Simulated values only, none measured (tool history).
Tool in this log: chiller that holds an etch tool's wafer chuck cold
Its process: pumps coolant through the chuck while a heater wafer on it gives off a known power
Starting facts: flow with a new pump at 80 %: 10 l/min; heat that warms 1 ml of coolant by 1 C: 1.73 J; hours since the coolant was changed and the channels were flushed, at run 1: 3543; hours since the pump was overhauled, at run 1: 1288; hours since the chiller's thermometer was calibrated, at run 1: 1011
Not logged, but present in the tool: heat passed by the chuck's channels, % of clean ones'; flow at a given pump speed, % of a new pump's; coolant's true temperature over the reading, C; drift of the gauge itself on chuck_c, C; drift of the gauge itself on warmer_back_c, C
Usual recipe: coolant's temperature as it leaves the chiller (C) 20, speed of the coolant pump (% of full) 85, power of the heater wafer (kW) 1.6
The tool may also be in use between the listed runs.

| run | day | coolant's temperature as it leaves the chiller (C) | speed of the coolant pump (% of full) | power of the heater wafer (kW) | hours since the coolant was changed and the channels were flushed | hours since the pump was overhauled | hours since the chiller's thermometer was calibrated | chuck's temperature once it has settled (K) | how much warmer the coolant comes back (C) |
|---|---|---|---|---|---|---|---|---|---|
| 1 | 0 | 20 | 85 | 1.6 | 3543 | 1288 | 1011 | 305.55 | 5.36 |
| 2 | 1.75 | 20 | 85 | 1.6 | 3585 | 1330 | 1053 | 305.75 | 5.32 |
| 3 | 2.625 | 20 | 85 | 1.6 | 3606 | 1351 | 1074 | 305.75 | 5.28 |
| 4 | 3.712 | 13 | 85 | 1.6 | 3632 | 1377 | 1100 | 298.75 | 5.36 |
| 5 | 5.079 | 13 | 85 | 1.6 | 3665 | 1410 | 1133 | 298.75 | 5.42 |
| 6 | 6.733 | 13 | 85 | 1.6 | 3705 | 1450 | 1173 | 298.75 | 5.34 |
| 7 | 7.842 | 20 | 85 | 1.6 | 3732 | 1477 | 1200 | 305.95 | 5.4 |
| 8 | 9.021 | 20 | 85 | 1.6 | 3760 | 1505 | 1228 | 305.75 | 5.35 |
| 9 | 10.304 | 20 | 85 | 1.6 | 3791 | 1536 | 1259 | 306.05 | 5.37 |
| 10 | 11.517 | 20 | 85 | 1.654 | 3820 | 1565 | 1288 | 306.25 | 5.48 |
| 11 | 12.496 | 20 | 85 | 1.654 | 3843 | 1588 | 1311 | 306.25 | 5.58 |
| 12 | 14.158 | 20 | 85 | 1.654 | 3883 | 1628 | 1351 | 306.45 | 5.6 |
| 13 | 15.85 | 20 | 85 | 1.654 | 3924 | 1669 | 1392 | 306.35 | 5.56 |
| 14 | 17.896 | 20 | 85 | 1.6 | 3973 | 1718 | 1441 | 306.15 | 5.44 |
| 15 | 19.275 | 20 | 84 | 1.6 | 4006 | 1751 | 1474 | 306.35 | 5.51 |
| 16 | 20.933 | 20 | 84 | 1.6 | 4046 | 1791 | 1514 | 306.05 | 5.44 |
| 17 | 23 | 20 | 72 | 1.347 | 4095 | 1840 | 1563 | 305.45 | 5.51 |
|  | 24.288 | coolant changed, channels flushed |
| 18 | 24.508 | 20 | 72 | 1.347 | 5 | 1870 | 1593 | 304.15 | 5.54 |
| 19 | 25.983 | 20 | 85 | 1.023 | 41 | 1906 | 1629 | 300.55 | 3.49 |
| 20 | 27.625 | 20 | 85 | 1.023 | 80 | 1945 | 1668 | 300.65 | 3.46 |

For run 21, what comes out?
| 21 | 29.608 | 29 | 85 | 0.978 | 128 | 1993 | 1716 | ? | ? |

Run 21 measured chuck's temperature once it has settled (K) 309.45, how much warmer the coolant comes back (C) 3.32.
Without the tool's hidden state the same run would have given chuck's temperature once it has settled (K) 308.85, how much warmer the coolant comes back (C) 3.15.
